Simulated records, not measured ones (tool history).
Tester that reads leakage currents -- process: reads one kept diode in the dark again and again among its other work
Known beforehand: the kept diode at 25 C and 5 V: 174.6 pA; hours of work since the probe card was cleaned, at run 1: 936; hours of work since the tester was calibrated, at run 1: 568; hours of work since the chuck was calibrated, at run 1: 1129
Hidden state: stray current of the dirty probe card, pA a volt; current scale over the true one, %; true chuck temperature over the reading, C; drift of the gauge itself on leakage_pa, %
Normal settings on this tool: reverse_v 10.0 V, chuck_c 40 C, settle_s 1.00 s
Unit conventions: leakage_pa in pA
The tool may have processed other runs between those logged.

run,day,reverse_v,chuck_c,settle_s,hours of work since the probe card was cleaned,hours of work since the tester was calibrated,hours of work since the chuck was calibrated,leakage_pa
1,0.000,10.0,40,1.00,936,568,1129,1025.08
2,5.000,10.0,40,1.00,1000,631,1192,1039.97
3,11.875,10.0,40,1.00,1086,717,1279,1044.02
4,15.771,10.0,40,1.00,1135,766,1328,1058.77
# day 17.912: probe card cleaned and baked
5,19.775,10.0,40,1.00,23,815,1377,1036.81
6,27.754,10.0,40,1.00,124,916,1478,1050.48
7,34.558,10.0,40,1.00,210,1002,1563,1069.96
8,39.596,10.0,40,1.00,273,1065,1627,1076.45
9,43.667,10.0,51,1.00,325,1117,1678,2673.50
# day 48.204: chuck's temperature calibrated
10,50.512,8.2,40,1.00,410,1202,29,827.09
11,56.621,8.2,40,1.00,487,1279,106,830.42
12,63.496,10.0,40,1.00,574,1365,193,898.16
13,67.650,10.0,40,1.00,626,1418,245,906.03
14,73.150,10.0,50,1.00,695,1487,314,2108.23
15,80.225,10.0,50,1.00,784,1576,404,2119.74
16,87.262,10.0,40,1.00,873,1665,492,938.31
17,93.662,10.0,40,1.00,954,1746,573,945.74
18,99.796,10.0,40,3.50,1031,1823,650,958.42
19,105.538,12.1,46,0.54,1104,1895,723,1696.75
# day 110.596: probe card cleaned and baked
20,113.421,12.1,46,0.54,36,1993,821,1690.56
21,117.325,14.0,39,6.32,85,2042,870,980.69
# day 120.658: tester calibrated
22,124.129,14.0,39,6.32,170,44,955,1002.72
23,128.025,14.0,39,6.32,219,93,1004,1010.22
24,134.767,14.0,39,6.32,304,178,1089,1026.69
25,142.050,14.0,30,6.32,395,270,1180,474.82
26,148.104,1.5,29,1.46,472,346,1257,204.92
27,155.508,6.1,26,1.23,565,439,1350,255.04
28,163.312,6.1,22,3.40,663,538,1448,178.87
29,168.467,5.8,46,9.32,728,603,1513,1451.54
30,173.329,5.8,48,3.78,790,664,1575,1722.76
31,180.571,10.4,34,1.00,881,755,1666,655.99
32,183.946,5.3,58,2.43,924,798,1709,3732.17

Selected run-to-run steps in leakage_pa, each split into two signed amounts: the part the tool would show with no hidden state at all (from settings, incoming material and random variation), and the remainder, which goes to the hidden state together with any gauge scatter not common to the measured and the hidden-state-free results:
Run 8 -> 9: chuck_c 40 -> 51. leakage_pa +1597.05 pA: hidden state +285.90, all else +1311.15.
Run 9 -> 10: reverse_v 10.0 -> 8.2, chuck_c 51 -> 40, chuck's temperature calibrated. leakage_pa -1846.41 pA: hidden state -482.72, all else -1363.69.
Run 31 -> 32: reverse_v 10.4 -> 5.3, chuck_c 34 -> 58, settle_s 1.00 -> 2.43. leakage_pa +3076.18 pA: hidden state +495.93, all else +2580.25.
